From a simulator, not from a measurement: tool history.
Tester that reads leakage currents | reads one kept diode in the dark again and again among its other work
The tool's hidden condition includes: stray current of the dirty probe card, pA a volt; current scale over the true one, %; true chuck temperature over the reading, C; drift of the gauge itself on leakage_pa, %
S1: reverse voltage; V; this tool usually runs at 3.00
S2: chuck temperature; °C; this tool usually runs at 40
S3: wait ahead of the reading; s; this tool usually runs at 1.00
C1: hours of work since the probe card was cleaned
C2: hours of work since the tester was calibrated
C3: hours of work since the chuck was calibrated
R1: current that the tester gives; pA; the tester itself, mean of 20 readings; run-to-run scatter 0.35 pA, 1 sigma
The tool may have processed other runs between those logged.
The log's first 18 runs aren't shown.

run 19 hour=491.2 | S1=3.00 S2=29 S3=1.00 | C1=2915 C2=295 C3=421 | R1=56.90
run 20 hour=508.9 | S1=3.00 S2=40 S3=1.00 | C1=2925 C2=305 C3=431 | R1=117.38
run 21 hour=541.2 | S1=9.79 S2=40 S3=8.17 | C1=2945 C2=324 C3=451 | R1=189.00
run 22 hour=565.4 | S1=9.79 S2=40 S3=8.17 | C1=2959 C2=339 C3=465 | R1=188.41
run 23 hour=597.8 | S1=3.00 S2=29 S3=0.96 | C1=2978 C2=358 C3=484 | R1=56.49
run 24 hour=628.6 | S1=3.00 S2=45 S3=1.00 | C1=2997 C2=376 C3=503 | R1=161.04
run 25 hour=656.5 | S1=3.00 S2=45 S3=1.00 | C1=3013 C2=393 C3=519 | R1=160.56
run 26 hour=679.1 | S1=7.36 S2=26 S3=9.56 | C1=3027 C2=406 C3=533 | R1=69.65
run 27 hour=712.7 | S1=3.43 S2=26 S3=8.60 | C1=3047 C2=426 C3=553 | R1=48.70
run 28 hour=749.3 | S1=3.43 S2=26 S3=8.60 | C1=3068 C2=448 C3=575 | R1=48.75
run 29 hour=784.2 | S1=11.58 S2=26 S3=0.52 | C1=3089 C2=469 C3=595 | R1=90.58
run 30 hour=802.8 | S1=5.28 S2=40 S3=7.28 | C1=3100 C2=480 C3=606 | R1=145.25
run 31 hour=828.0 | S1=3.00 S2=56 S3=0.48 | C1=3115 C2=495 C3=621 | R1=320.20
run 32 hour=865.6 | S1=1.80 S2=34 S3=3.08 | C1=3138 C2=517 C3=644 | R1=63.06
run 33 hour=899.9 | S1=1.05 S2=59 S3=4.65 | C1=3158 C2=538 C3=664 | R1=257.69
run 34 hour=927.3 | S1=14.75 S2=42 S3=0.56 | C1=3174 C2=554 C3=680 | R1=254.42
run 35 hour=962.3 | S1=2.11 S2=50 S3=4.04 | C1=3195 C2=575 C3=701 | R1=190.35
run 36 hour=992.4 | S1=3.39 S2=28 S3=0.49 | C1=3213 C2=593 C3=719 | R1=55.58
run 37 hour=1029.6 | S1=8.14 S2=38 S3=0.47 | C1=3235 C2=615 C3=741 | R1=153.33
run 38 hour=1059.0 | S1=8.14 S2=31 S3=9.86 | C1=3253 C2=633 C3=759 | R1=99.27
run 39 hour=1079.6 | S1=8.14 S2=31 S3=9.86 | C1=3265 C2=645 C3=771 | R1=98.47
run 40 hour=1095.2 | S1=3.09 S2=40 S3=1.01 | C1=3274 C2=654 C3=780 | R1=115.52

Here are 4 independent what-if runs from the current tool condition. What would each one return?
-- hour=1114.7 probe card cleaned and baked
run A hour=1132.5 | S1=18.39 S2=38 S3=0.83 | C1=11 C2=674 C3=801 | R1=?
-- hour=1114.7 probe card cleaned and baked
run B hour=1132.5 | S1=8.31 S2=31 S3=0.81 | C1=11 C2=674 C3=801 | R1=?
-- hour=1114.7 probe card cleaned and baked
run C hour=1132.5 | S1=8.37 S2=50 S3=0.44 | C1=11 C2=674 C3=801 | R1=?
-- hour=1114.7 probe card cleaned and baked
run D hour=1132.5 | S1=4.26 S2=37 S3=2.20 | C1=11 C2=674 C3=801 | R1=?

run=A R1=183.58
run=B R1=83.87
run=C R1=306.10
run=D R1=100.52
Had the tool no hidden state, the same runs would have come out as:
run=A R1=196.91
run=B R1=90.26
run=C R1=327.04
run=D R1=108.02
